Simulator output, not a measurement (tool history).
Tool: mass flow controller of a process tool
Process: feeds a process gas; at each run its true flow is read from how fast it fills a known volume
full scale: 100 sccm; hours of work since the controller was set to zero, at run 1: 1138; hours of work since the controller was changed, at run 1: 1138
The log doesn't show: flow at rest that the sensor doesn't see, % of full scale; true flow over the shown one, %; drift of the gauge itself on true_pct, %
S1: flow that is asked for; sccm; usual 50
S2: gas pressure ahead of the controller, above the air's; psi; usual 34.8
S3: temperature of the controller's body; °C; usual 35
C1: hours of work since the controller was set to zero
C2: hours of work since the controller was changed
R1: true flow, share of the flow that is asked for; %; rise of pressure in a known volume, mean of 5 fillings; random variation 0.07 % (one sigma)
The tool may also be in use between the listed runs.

| run | hour | S1 | S2 | S3 | C1 | C2 | R1 |
|---|---|---|---|---|---|---|---|
| 1 | 0.0 | 50 | 34.8 | 35 | 1138 | 1138 | 98.74 |
| 2 | 224.3 | 60 | 34.8 | 35 | 1296 | 1296 | 98.82 |
| 3 | 354.1 | 50 | 34.8 | 30 | 1387 | 1387 | 98.86 |
| 4 | 606.1 | 50 | 34.8 | 30 | 1564 | 1564 | 98.83 |
| 5 | 818.6 | 50 | 34.8 | 24 | 1713 | 1713 | 99.09 |
| 6 | 1097.3 | 50 | 34.8 | 34 | 1908 | 1908 | 98.29 |
| 7 | 1394.8 | 50 | 34.8 | 34 | 2117 | 2117 | 98.23 |
| 8 | 1597.8 | 50 | 34.8 | 34 | 2259 | 2259 | 98.28 |
| 9 | 1780.7 | 50 | 34.8 | 22 | 2388 | 2388 | 98.95 |
| 10 | 2017.8 | 50 | 34.8 | 22 | 2554 | 2554 | 98.96 |
| 11 | 2221.1 | 50 | 34.8 | 22 | 2697 | 2697 | 98.87 |
| 12 | 2422.4 | 11 | 34.8 | 35 | 2838 | 2838 | 97.61 |
| 13 | 2668.0 | 11 | 34.8 | 35 | 3010 | 3010 | 97.44 |
| 14 | 2929.9 | 50 | 36.8 | 35 | 3194 | 3194 | 97.73 |
| 15 | 3114.0 | 50 | 26.0 | 35 | 3323 | 3323 | 98.12 |
| 16 | 3268.7 | 50 | 34.8 | 35 | 3432 | 3432 | 97.85 |
| 17 | 3552.2 | 50 | 34.8 | 35 | 3631 | 3631 | 97.65 |
| 18 | 3768.1 | 50 | 34.8 | 35 | 3782 | 3782 | 97.72 |
| 19 | 3902.7 | 21 | 34.8 | 35 | 3877 | 3877 | 97.42 |
| 20 | 4055.4 | 21 | 34.8 | 35 | 3984 | 3984 | 97.40 |
| 21 | 4234.2 | 50 | 40.2 | 35 | 4110 | 4110 | 97.39 |
| 22 | 4363.5 | 50 | 40.2 | 35 | 4200 | 4200 | 97.24 |
| 23 | 4594.7 | 12 | 40.2 | 22 | 4363 | 4363 | 97.64 |
| 24 | 4895.1 | 10 | 27.3 | 22 | 4573 | 4573 | 97.86 |
| 25 | 5111.9 | 34 | 27.3 | 35 | 4725 | 4725 | 97.34 |
| 26 | 5375.3 | 34 | 27.3 | 31 | 4910 | 4910 | 97.49 |
| 27 | 5500.4 | 34 | 27.3 | 31 | 4998 | 4998 | 97.45 |
|  | 5787.5 | gauge calibrated |
| 28 | 5806.9 | 34 | 27.3 | 31 | 5213 | 5213 | 99.08 |
| 29 | 5934.3 | 67 | 32.5 | 20 | 5303 | 5303 | 99.83 |
| 30 | 6178.9 | 81 | 30.6 | 35 | 5474 | 5474 | 99.06 |
| 31 | 6384.3 | 12 | 39.0 | 33 | 5618 | 5618 | 98.16 |
| 32 | 6677.1 | 22 | 23.2 | 33 | 5824 | 5824 | 98.53 |
| 33 | 6853.6 | 23 | 31.9 | 35 | 5948 | 5948 | 98.30 |
| 34 | 7005.4 | 24 | 30.0 | 28 | 6054 | 6054 | 98.51 |

Forecast each of these 5 alternatives for the next run:
| A | 7232.2 | 25 | 27.6 | 25 | 6213 | 6213 | ? |
| B | 7232.2 | 11 | 35.8 | 28 | 6213 | 6213 | ? |
| C | 7232.2 | 24 | 21.3 | 28 | 6213 | 6213 | ? |
| D | 7232.2 | 50 | 22.2 | 35 | 6213 | 6213 | ? |
| E | 7232.2 | 50 | 34.8 | 24 | 6213 | 6213 | ? |

| run | R1 |
|---|---|
| A | 98.84 |
| B | 98.33 |
| C | 98.86 |
| D | 98.75 |
| E | 98.92 |
Without the tool's hidden state the same runs would have given:
| run | R1 |
|---|---|
| A | 99.22 |
| B | 98.69 |
| C | 99.24 |
| D | 99.13 |
| E | 99.31 |
